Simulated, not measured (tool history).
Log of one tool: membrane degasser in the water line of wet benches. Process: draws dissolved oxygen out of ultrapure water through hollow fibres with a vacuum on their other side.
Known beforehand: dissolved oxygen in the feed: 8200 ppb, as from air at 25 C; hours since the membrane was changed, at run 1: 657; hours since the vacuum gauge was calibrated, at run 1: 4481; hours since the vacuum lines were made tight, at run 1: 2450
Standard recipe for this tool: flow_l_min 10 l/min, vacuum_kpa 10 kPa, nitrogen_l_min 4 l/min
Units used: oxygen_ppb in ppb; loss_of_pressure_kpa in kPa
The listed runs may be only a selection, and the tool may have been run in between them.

| run | day | flow_l_min | vacuum_kpa | nitrogen_l_min | hours since the membrane was changed | hours since the vacuum gauge was calibrated | hours since the vacuum lines were made tight | oxygen_ppb | loss_of_pressure_kpa |
|---|---|---|---|---|---|---|---|---|---|
| 1 | 0 | 10 | 10 | 4 | 657 | 4481 | 2450 | 60.1 | 32.32 |
| 2 | 1.704 | 10 | 10 | 11.27 | 698 | 4522 | 2490 | 29.7 | 32.06 |
| 3 | 2.867 | 10 | 10 | 11.27 | 726 | 4550 | 2518 | 30.7 | 32.12 |
| 4 | 4.188 | 10 | 10 | 11.27 | 757 | 4581 | 2550 | 31 | 32.33 |
| 5 | 6.117 | 10 | 10 | 4 | 804 | 4628 | 2596 | 61.1 | 32.37 |
| 6 | 7.417 | 10 | 10 | 4 | 835 | 4659 | 2628 | 60.7 | 31.91 |
| 7 | 8.433 | 10 | 10 | 4 | 859 | 4683 | 2652 | 60.7 | 32.33 |
| 8 | 10.362 | 10 | 10 | 4 | 906 | 4729 | 2698 | 60.9 | 32.14 |
| 9 | 12.125 | 10 | 10 | 4 | 948 | 4772 | 2740 | 61 | 32.26 |
| 10 | 14.221 | 10 | 10 | 4 | 998 | 4822 | 2791 | 61.4 | 31.97 |
| 11 | 16.167 | 10 | 10 | 4 | 1045 | 4869 | 2838 | 62 | 31.97 |
| 12 | 17.754 | 10 | 15.9 | 4 | 1083 | 4907 | 2876 | 98.8 | 32.19 |
| 13 | 19.608 | 10 | 15.9 | 4 | 1127 | 4951 | 2920 | 99.8 | 32.47 |
| 14 | 20.746 | 8 | 10 | 4 | 1155 | 4979 | 2947 | 44.6 | 25.75 |
| 15 | 22.062 | 10 | 10 | 4 | 1186 | 5010 | 2979 | 61.3 | 32.23 |
| 16 | 23.496 | 10 | 10 | 4 | 1221 | 5045 | 3013 | 60.9 | 32.55 |
| 17 | 25.208 | 10 | 10 | 4 | 1262 | 5086 | 3055 | 62.6 | 32.16 |
| 18 | 27.521 | 12 | 10 | 4 | 1317 | 5141 | 3110 | 82.4 | 38.77 |
| 19 | 29.675 | 14 | 16.4 | 8.38 | 1369 | 5193 | 3162 | 103.9 | 45.05 |
|  | 31.229 | vacuum gauge calibrated |
| 20 | 31.879 | 14 | 16.4 | 8.38 | 1421 | 16 | 3214 | 102.6 | 45.06 |
| 21 | 33.558 | 12 | 7.8 | 2.39 | 1462 | 56 | 3254 | 85.3 | 38.8 |
| 22 | 34.771 | 12 | 16.9 | 4.83 | 1491 | 85 | 3283 | 113.2 | 38.86 |
| 23 | 35.862 | 10 | 6.7 | 2.31 | 1517 | 111 | 3310 | 53.2 | 32.42 |
| 24 | 37.888 | 10 | 10 | 2.84 | 1566 | 160 | 3358 | 75.2 | 32.48 |
| 25 | 39.746 | 10 | 10 | 2.84 | 1610 | 204 | 3403 | 75.1 | 32.21 |
| 26 | 40.933 | 10 | 10 | 2.84 | 1639 | 233 | 3431 | 74.7 | 32.28 |
| 27 | 42.258 | 6 | 14.4 | 5.72 | 1671 | 265 | 3463 | 33.7 | 19.35 |
| 28 | 44.112 | 6 | 14.4 | 5.72 | 1715 | 309 | 3508 | 32.8 | 19.43 |
| 29 | 46.071 | 6 | 7.1 | 4.41 | 1762 | 356 | 3555 | 16 | 19.08 |
| 30 | 47.133 | 16 | 22.2 | 4.06 | 1788 | 382 | 3580 | 252.1 | 51.45 |
| 31 | 48.75 | 7 | 24.3 | 5.65 | 1826 | 420 | 3619 | 72.4 | 22.58 |
| 32 | 49.688 | 7 | 24.3 | 5.65 | 1849 | 443 | 3642 | 73.2 | 22.75 |

How would selected steps in oxygen_ppb from run to run divide? Give the signed amount a tool lacking its hidden state would still show from settings, what came in and random variation, and the signed amount left for the hidden state, including any gauge scatter that is not in both of the compared results.
The hidden state here: membrane still open, %; true pressure behind the membrane over the reading, kPa; air that leaks in behind the membrane, l/min; drift of the gauge itself on oxygen_ppb, %; drift of the gauge itself on loss_of_pressure_kpa, %.
Run 4 -> 5: nitrogen_l_min 11.27 -> 4. oxygen_ppb +30.1 ppb: hidden state +3.2, all else +26.9.
Run 22 -> 23: flow_l_min 12 -> 10, vacuum_kpa 16.9 -> 6.7, nitrogen_l_min 4.83 -> 2.31. oxygen_ppb -60 ppb: hidden state -2, all else -58.
Run 29 -> 30: flow_l_min 6 -> 16, vacuum_kpa 7.1 -> 22.2, nitrogen_l_min 4.41 -> 4.06. oxygen_ppb +236.1 ppb: hidden state +8.2, all else +227.9.
Run 30 -> 31: flow_l_min 16 -> 7, vacuum_kpa 22.2 -> 24.3, nitrogen_l_min 4.06 -> 5.65. oxygen_ppb -179.7 ppb: hidden state -4.7, all else -175.
